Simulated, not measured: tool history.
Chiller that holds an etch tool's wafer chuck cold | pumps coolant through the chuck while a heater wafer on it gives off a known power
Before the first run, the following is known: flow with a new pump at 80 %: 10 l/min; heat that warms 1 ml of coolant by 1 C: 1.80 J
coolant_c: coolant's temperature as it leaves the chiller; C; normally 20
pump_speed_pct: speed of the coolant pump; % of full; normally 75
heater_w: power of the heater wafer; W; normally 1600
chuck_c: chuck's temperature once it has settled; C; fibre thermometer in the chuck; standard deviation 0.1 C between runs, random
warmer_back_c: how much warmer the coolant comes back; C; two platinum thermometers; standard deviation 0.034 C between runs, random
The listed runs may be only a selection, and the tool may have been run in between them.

| run | hour | coolant_c | pump_speed_pct | heater_w | chuck_c | warmer_back_c |
|---|---|---|---|---|---|---|
| 1 | 0 | 20 | 75 | 1600 | 33.2 | 5.71 |
| 2 | 75.3 | 20 | 75 | 1600 | 33.2 | 5.69 |
| 3 | 153.3 | 20 | 75 | 1600 | 33.3 | 5.71 |
| 4 | 206.2 | 20 | 75 | 1600 | 33.5 | 5.72 |
| 5 | 268.4 | 20 | 75 | 2172 | 38 | 7.76 |
| 6 | 350.7 | 15 | 75 | 1600 | 28.5 | 5.65 |
| 7 | 402.2 | 15 | 75 | 1600 | 28.4 | 5.72 |
| 8 | 437.1 | 15 | 75 | 1600 | 28.5 | 5.73 |
| 9 | 500.3 | 15 | 75 | 1600 | 28.3 | 5.68 |
| 10 | 582.9 | 15 | 75 | 1600 | 28.6 | 5.72 |
| 11 | 642 | 20 | 77 | 1600 | 33.4 | 5.52 |
| 12 | 706.9 | 20 | 77 | 1600 | 33.4 | 5.64 |
| 13 | 742.8 | 20 | 77 | 1600 | 33.5 | 5.59 |
| 14 | 798.9 | 20 | 75 | 1600 | 33.5 | 5.75 |
| 15 | 878 | 20 | 75 | 1600 | 33.8 | 5.74 |
| 16 | 923.6 | 20 | 75 | 1600 | 33.8 | 5.77 |
| 17 | 1007.8 | 18 | 73 | 1349 | 29.7 | 4.94 |
| 18 | 1085.7 | 23 | 85 | 1600 | 35.9 | 5.07 |
| 19 | 1155.1 | 28 | 75 | 1827 | 43.8 | 6.61 |
| 20 | 1221.7 | 28 | 65 | 1827 | 45.2 | 7.69 |
| 21 | 1298.6 | 20 | 75 | 1039 | 29.3 | 3.72 |
| 22 | 1363.8 | 20 | 75 | 1039 | 29.4 | 3.74 |
| 23 | 1443.8 | 16 | 61 | 1039 | 26.5 | 4.6 |
| 24 | 1521.1 | 20 | 75 | 1696 | 35 | 6.18 |
| 25 | 1583.4 | 20 | 75 | 1600 | 34.3 | 5.81 |
| 26 | 1657.4 | 20 | 64 | 1121 | 31 | 4.74 |
| 27 | 1693.6 | 20 | 88 | 802 | 26.9 | 2.5 |
| 28 | 1733.7 | 19 | 97 | 802 | 25.4 | 2.27 |
| 29 | 1816.3 | 19 | 97 | 802 | 25.5 | 2.28 |

Run 30 is up next; what results do you expect?
| 30 | 1880.6 | 19 | 71 | 1637 | ? | ? |

chuck_c: 34.2 C
warmer_back_c: 6.39 C
Take away the tool's hidden state, keep the run-to-run variation as it was, and the same run would have given chuck_c 32.4 C, warmer_back_c 6.23 C.

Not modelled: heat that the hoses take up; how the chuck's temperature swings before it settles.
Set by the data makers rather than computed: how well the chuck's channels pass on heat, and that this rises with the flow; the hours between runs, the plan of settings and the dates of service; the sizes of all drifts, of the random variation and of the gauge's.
